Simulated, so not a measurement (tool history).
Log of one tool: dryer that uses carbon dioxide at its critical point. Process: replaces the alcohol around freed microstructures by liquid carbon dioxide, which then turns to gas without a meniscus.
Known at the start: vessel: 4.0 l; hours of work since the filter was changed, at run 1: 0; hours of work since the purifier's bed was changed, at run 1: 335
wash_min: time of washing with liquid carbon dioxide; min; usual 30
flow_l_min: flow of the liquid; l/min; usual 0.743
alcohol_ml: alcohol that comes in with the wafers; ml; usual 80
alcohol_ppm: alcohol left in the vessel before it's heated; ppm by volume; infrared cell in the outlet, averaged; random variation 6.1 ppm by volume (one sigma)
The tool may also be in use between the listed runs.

| run | day | wash_min | flow_l_min | alcohol_ml | hours of work since the filter was changed | hours of work since the purifier's bed was changed | alcohol_ppm |
|---|---|---|---|---|---|---|---|
| 1 | 0 | 30 | 0.743 | 80 | 0 | 335 | 265 |
| 2 | 1.579 | 30 | 0.743 | 80 | 27 | 362 | 290 |
| 3 | 2.583 | 30 | 0.743 | 80 | 45 | 380 | 327 |
| 4 | 3.871 | 30 | 0.743 | 80 | 67 | 402 | 357 |
| 5 | 5.083 | 30 | 0.743 | 80 | 88 | 423 | 387 |
| 6 | 6.288 | 30 | 0.743 | 80 | 109 | 444 | 403 |
| 7 | 7.05 | 30 | 0.743 | 80 | 122 | 457 | 426 |
| 8 | 8.7 | 30 | 0.743 | 80 | 151 | 486 | 476 |
| 9 | 9.525 | 43 | 0.743 | 80 | 165 | 500 | 136 |
|  | 9.867 | inlet filter changed |
| 10 | 10.525 | 43 | 0.743 | 80 | 11 | 517 | 80 |
| 11 | 12.079 | 43 | 0.743 | 80 | 38 | 544 | 91 |
| 12 | 13.629 | 30 | 0.743 | 80 | 65 | 570 | 360 |
| 13 | 14.462 | 30 | 0.743 | 80 | 80 | 585 | 365 |
| 14 | 15.362 | 30 | 0.743 | 80 | 95 | 600 | 377 |
| 15 | 16.154 | 30 | 0.743 | 80 | 109 | 614 | 432 |
| 16 | 17.046 | 30 | 0.743 | 32 | 124 | 630 | 217 |
| 17 | 18.333 | 30 | 0.743 | 32 | 147 | 652 | 228 |
| 18 | 19.258 | 30 | 0.743 | 65 | 163 | 668 | 429 |
|  | 19.775 | inlet filter changed |
| 19 | 20.079 | 30 | 0.743 | 34 | 5 | 681 | 154 |
| 20 | 21.292 | 30 | 0.743 | 34 | 26 | 702 | 177 |
| 21 | 22.15 | 30 | 0.743 | 34 | 41 | 717 | 177 |
|  | 23.071 | purifier's bed changed |
| 22 | 23.792 | 30 | 0.743 | 80 | 67 | 12 | 315 |
| 23 | 24.817 | 30 | 0.743 | 80 | 85 | 30 | 328 |
| 24 | 26.35 | 30 | 0.743 | 80 | 112 | 57 | 383 |
| 25 | 27.867 | 30 | 0.743 | 27 | 138 | 83 | 149 |
| 26 | 28.675 | 30 | 0.532 | 110 | 152 | 97 | 1738 |
|  | 29.796 | inlet filter changed |
| 27 | 29.796 | 30 | 0.532 | 110 | 0 | 116 | 1118 |
| 28 | 30.679 | 30 | 0.768 | 71 | 15 | 131 | 210 |
| 29 | 31.438 | 30 | 0.768 | 71 | 28 | 144 | 217 |
| 30 | 33.129 | 30 | 0.743 | 22 | 58 | 173 | 109 |
| 31 | 34.158 | 29 | 0.743 | 32 | 76 | 191 | 171 |
| 32 | 35.396 | 29 | 0.743 | 32 | 97 | 213 | 178 |
| 33 | 36.929 | 41 | 1.187 | 20 | 124 | 239 | 30 |
| 34 | 37.788 | 30 | 0.514 | 20 | 138 | 254 | 362 |
| 35 | 38.946 | 47 | 0.743 | 80 | 159 | 274 | 74 |
|  | 39.671 | inlet filter changed |
| 36 | 40.229 | 30 | 1.234 | 80 | 10 | 296 | 43 |
| 37 | 41.229 | 24 | 0.89 | 35 | 27 | 313 | 172 |
| 38 | 42.492 | 21 | 0.89 | 34 | 49 | 335 | 296 |
| 39 | 43.388 | 21 | 0.476 | 34 | 64 | 350 | 1314 |
| 40 | 44.675 | 36 | 0.54 | 97 | 87 | 373 | 723 |
| 41 | 45.846 | 30 | 0.743 | 28 | 107 | 393 | 168 |
| 42 | 47.692 | 46 | 0.743 | 80 | 139 | 425 | 96 |
| 43 | 48.558 | 36 | 0.751 | 85 | 154 | 440 | 249 |
|  | 49.588 | inlet filter changed |
| 44 | 49.588 | 20 | 0.455 | 87 | 0 | 457 | 3478 |
| 45 | 50.775 | 18 | 0.743 | 112 | 21 | 478 | 2066 |
| 46 | 52.225 | 18 | 0.743 | 112 | 46 | 503 | 2193 |
| 47 | 54.071 | 25 | 0.743 | 80 | 78 | 535 | 688 |

Forecast each of these 3 alternatives for the next run:
| A | 55.296 | 19 | 1.211 | 80 | 99 | 556 | ? |
| B | 55.296 | 30 | 0.743 | 79 | 99 | 556 | ? |
| C | 55.296 | 19 | 0.465 | 110 | 99 | 556 | ? |

| run | alcohol_ppm |
|---|---|
| A | 393 |
| B | 412 |
| C | 5535 |
Without the tool's hidden state the same runs would have given:
| run | alcohol_ppm |
|---|---|
| A | 228 |
| B | 236 |
| C | 4588 |
